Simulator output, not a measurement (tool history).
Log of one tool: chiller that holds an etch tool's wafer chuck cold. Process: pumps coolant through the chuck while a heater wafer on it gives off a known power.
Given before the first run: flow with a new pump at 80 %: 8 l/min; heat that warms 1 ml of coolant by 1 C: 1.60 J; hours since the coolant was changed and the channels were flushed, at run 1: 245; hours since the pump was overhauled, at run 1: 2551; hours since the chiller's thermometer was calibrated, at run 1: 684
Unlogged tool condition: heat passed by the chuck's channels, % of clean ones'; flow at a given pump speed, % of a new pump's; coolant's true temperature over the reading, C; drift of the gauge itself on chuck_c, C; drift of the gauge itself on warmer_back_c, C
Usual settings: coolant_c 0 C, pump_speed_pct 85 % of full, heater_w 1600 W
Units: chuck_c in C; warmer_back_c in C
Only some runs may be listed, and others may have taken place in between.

run	hour	coolant_c	pump_speed_pct	heater_w	hours since the coolant was changed and the channels were flushed	hours since the pump was overhauled	hours since the chiller's thermometer was calibrated	chuck_c	warmer_back_c
1	0	0	85	1600	245	2551	684	13.2	7.42
2	60	0	86	1600	305	2611	744	13.1	7.31
3	146.3	0	86	1600	392	2697	830	13	7.4
4	216.5	0	86	1600	462	2767	901	13.1	7.44
5	292.2	0	86	1600	538	2843	976	12.9	7.38
6	374	0	86	1600	619	2925	1058	13.1	7.44
7	426.1	0	86	1600	671	2977	1110	13.4	7.42
8	489	0	86	1600	734	3040	1173	13.2	7.49
9	553.5	0	95	1600	799	3104	1238	12.3	6.71
10	633.7	0	95	1600	879	3185	1318	12.3	6.75
11	731	0	95	1600	976	3282	1415	12.3	6.83
12	811.9	0	95	1600	1057	3363	1496	12.5	6.73
13	908.8	0	95	1600	1154	3460	1593	12.4	6.82
14	966	0	85	1600	1211	3517	1650	13.4	7.66
15	1036.9	0	85	1600	1282	3588	1721	13.6	7.61
16	1085	0	77	1334	1330	3636	1769	12.3	7.08
17	1127.4	0	77	1334	1373	3678	1811	12.6	7.07
18	1193.9	5	68	1774	1439	3745	1878	23.2	10.67
19	1235.8	-6	85	1213	1481	3787	1920	4.6	5.74
20	1277.9	0	85	1770	1523	3829	1962	15.3	8.48
21	1347	-4	65	1453	1592	3898	2031	11.6	9.16
# hour 1357: chiller's thermometer calibrated
22	1411.9	0	85	1538	1656	3962	55	13.6	7.38
23	1452	-2	74	1600	1696	4002	95	13.8	8.92
24	1503	10	60	2204	1747	4053	146	35.4	15.17
25	1576	3	85	2064	1820	4126	219	21.1	9.96
# hour 1616.9: chiller's thermometer calibrated, once more
26	1619.8	2	68	1092	1863	4169	3	13.3	6.61
27	1670.4	-6	68	1311	1914	4219	53	7.6	7.96
28	1723	6	85	2246	1966	4272	106	25.5	10.98
29	1766.3	6	85	2246	2010	4315	149	25.5	10.88
30	1860.5	0	83	1278	2104	4409	244	11.3	6.4

Below are 5 alternative next runs, each starting from the tool's condition after run 30. Predict each:
A	1926.2	0	93	1597	2170	4475	309	?	?
B	1926.2	-2	83	1067	2170	4475	309	?	?
C	1926.2	-1	77	839	2170	4475	309	?	?
D	1926.2	-5	83	1860	2170	4475	309	?	?
E	1926.2	-1	85	1600	2170	4475	309	?	?

run	chuck_c	warmer_back_c
A	13	7.12
B	7.6	5.31
C	7.1	4.49
D	11.8	9.23
E	13	7.78
Without the tool's hidden state the same runs would have given:
run	chuck_c	warmer_back_c
A	11.4	6.43
B	6.4	4.79
C	6.1	4.05
D	9.8	8.33
E	11.2	7.03

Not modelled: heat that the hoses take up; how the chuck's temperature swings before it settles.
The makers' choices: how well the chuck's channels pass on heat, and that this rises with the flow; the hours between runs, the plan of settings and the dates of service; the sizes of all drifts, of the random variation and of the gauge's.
